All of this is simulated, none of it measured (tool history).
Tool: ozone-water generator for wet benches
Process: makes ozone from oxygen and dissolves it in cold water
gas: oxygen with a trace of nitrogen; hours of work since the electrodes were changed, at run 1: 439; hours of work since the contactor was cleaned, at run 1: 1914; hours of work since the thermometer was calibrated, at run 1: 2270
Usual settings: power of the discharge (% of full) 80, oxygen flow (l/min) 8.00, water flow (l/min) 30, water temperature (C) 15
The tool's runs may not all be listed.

| run | day | power of the discharge (% of full) | oxygen flow (l/min) | water flow (l/min) | water temperature (C) | hours of work since the electrodes were changed | hours of work since the contactor was cleaned | hours of work since the thermometer was calibrated | dissolved ozone (ppm) | ozone in the gas ahead of the water (g/m3) |
|---|---|---|---|---|---|---|---|---|---|---|
| 1 | 0.000 | 80 | 8.00 | 30 | 15 | 439 | 1914 | 2270 | 19.6 | 227.8 |
| 2 | 1.512 | 80 | 8.00 | 30 | 15 | 462 | 1937 | 2293 | 19.8 | 226.0 |
| 3 | 3.171 | 80 | 10.60 | 30 | 15 | 487 | 1962 | 2318 | 20.4 | 201.3 |
| 4 | 3.992 | 80 | 8.00 | 30 | 15 | 500 | 1974 | 2331 | 19.5 | 227.8 |
| 5 | 5.250 | 80 | 8.00 | 30 | 16 | 519 | 1994 | 2350 | 19.3 | 230.4 |
| 6 | 6.771 | 80 | 8.00 | 30 | 17 | 542 | 2017 | 2373 | 18.9 | 226.8 |
| 7 | 7.596 | 80 | 8.00 | 30 | 17 | 554 | 2029 | 2385 | 19.4 | 227.5 |
| 8 | 8.571 | 80 | 8.00 | 30 | 15 | 569 | 2044 | 2400 | 19.6 | 225.8 |
| 9 | 10.096 | 80 | 8.00 | 30 | 15 | 592 | 2067 | 2423 | 19.5 | 228.4 |
| 10 | 11.117 | 80 | 8.00 | 30 | 15 | 608 | 2083 | 2439 | 19.7 | 227.2 |
| 11 | 12.596 | 80 | 6.79 | 30 | 15 | 630 | 2105 | 2461 | 18.8 | 238.5 |
| 12 | 13.504 | 62 | 9.91 | 43 | 8 | 644 | 2119 | 2475 | 13.3 | 166.5 |
| 13 | 14.217 | 79 | 8.00 | 30 | 15 | 655 | 2130 | 2486 | 19.4 | 223.6 |
| 14 | 15.471 | 43 | 5.54 | 25 | 15 | 674 | 2149 | 2505 | 12.3 | 152.3 |
| 15 | 16.858 | 43 | 5.54 | 25 | 15 | 695 | 2170 | 2526 | 12.3 | 150.8 |
| 16 | 17.608 | 80 | 8.00 | 32 | 13 | 707 | 2181 | 2538 | 19.2 | 226.3 |
| 17 | 18.379 | 55 | 9.75 | 20 | 21 | 718 | 2193 | 2549 | 16.9 | 151.7 |
| 18 | 19.062 | 68 | 7.73 | 20 | 21 | 729 | 2203 | 2560 | 20.6 | 199.0 |
| 19 | 20.717 | 68 | 7.73 | 20 | 16 | 754 | 2229 | 2585 | 22.6 | 199.0 |
| 20 | 21.929 | 52 | 5.83 | 34 | 15 | 772 | 2247 | 2603 | 11.4 | 176.7 |
| 21 | 23.229 | 52 | 5.83 | 34 | 15 | 792 | 2267 | 2623 | 11.0 | 175.6 |

3 ways to go on from here, each from the tool as it stands after run 21. What would each give?
| A | 24.308 | 74 | 8.00 | 41 | 15 | 808 | 2283 | 2639 | ? | ? |
| B | 24.308 | 83 | 4.96 | 30 | 7 | 808 | 2283 | 2639 | ? | ? |
| C | 24.308 | 80 | 8.00 | 21 | 21 | 808 | 2283 | 2639 | ? | ? |

| run | dissolved ozone (ppm) | ozone in the gas ahead of the water (g/m3) |
|---|---|---|
| A | 14.2 | 209.4 |
| B | 19.7 | 280.0 |
| C | 23.2 | 222.8 |
Without the tool's hidden state the same runs would have given:
| run | dissolved ozone (ppm) | ozone in the gas ahead of the water (g/m3) |
|---|---|---|
| A | 14.2 | 212.6 |
| B | 19.8 | 284.3 |
| C | 23.2 | 226.2 |

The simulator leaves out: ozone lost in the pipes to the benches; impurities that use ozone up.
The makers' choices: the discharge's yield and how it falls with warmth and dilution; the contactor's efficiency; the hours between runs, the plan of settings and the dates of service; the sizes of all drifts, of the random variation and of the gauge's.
